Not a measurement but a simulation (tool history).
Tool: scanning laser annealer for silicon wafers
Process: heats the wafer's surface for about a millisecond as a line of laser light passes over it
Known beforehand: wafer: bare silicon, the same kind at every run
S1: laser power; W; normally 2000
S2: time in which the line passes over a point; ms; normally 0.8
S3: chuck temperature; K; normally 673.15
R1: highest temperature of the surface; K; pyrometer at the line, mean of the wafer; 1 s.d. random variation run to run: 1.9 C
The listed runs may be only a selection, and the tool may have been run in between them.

run   hour    S1     S2      S3       R1
  1      0  2000    0.8  673.15  1447.15
  2   62.3  2000    0.8  673.15  1446.15
  3  117.4  2000    0.8  673.15  1442.15
  4  172.7  2000    0.8  673.15  1439.15
  5  223.7  2000    0.8  673.15  1438.15
  6  280.1  2000    0.8  673.15  1439.15
     289.4  -- laser's power meter calibrated
  7  350.5  1764  0.936  658.15  1348.15
     398.9  -- laser's power meter calibrated, once more
  8  408.5  1845  0.961  673.15  1423.15
  9  473.3  2080    0.8  652.15  1458.15
 10  540.6  1787  0.692  673.15  1283.15

Below, some changes in R1 between adjacent runs. For each, the amount present without the hidden state too (settings, incoming material, random variation) and the amount remaining for the hidden state with gauge scatter not shared by both compared results:
Hidden conditions of the tool in this case: light that passes the window, % of a clean one's; laser's true power over the reading, %; width of the line over the set one, %; drift of the gauge itself on peak_c, C.
Run 9 -> 10: S1 2080 -> 1787, S2 0.8 -> 0.692, S3 652.15 -> 673.15. R1 -175 K: hidden state +6, all else -181.

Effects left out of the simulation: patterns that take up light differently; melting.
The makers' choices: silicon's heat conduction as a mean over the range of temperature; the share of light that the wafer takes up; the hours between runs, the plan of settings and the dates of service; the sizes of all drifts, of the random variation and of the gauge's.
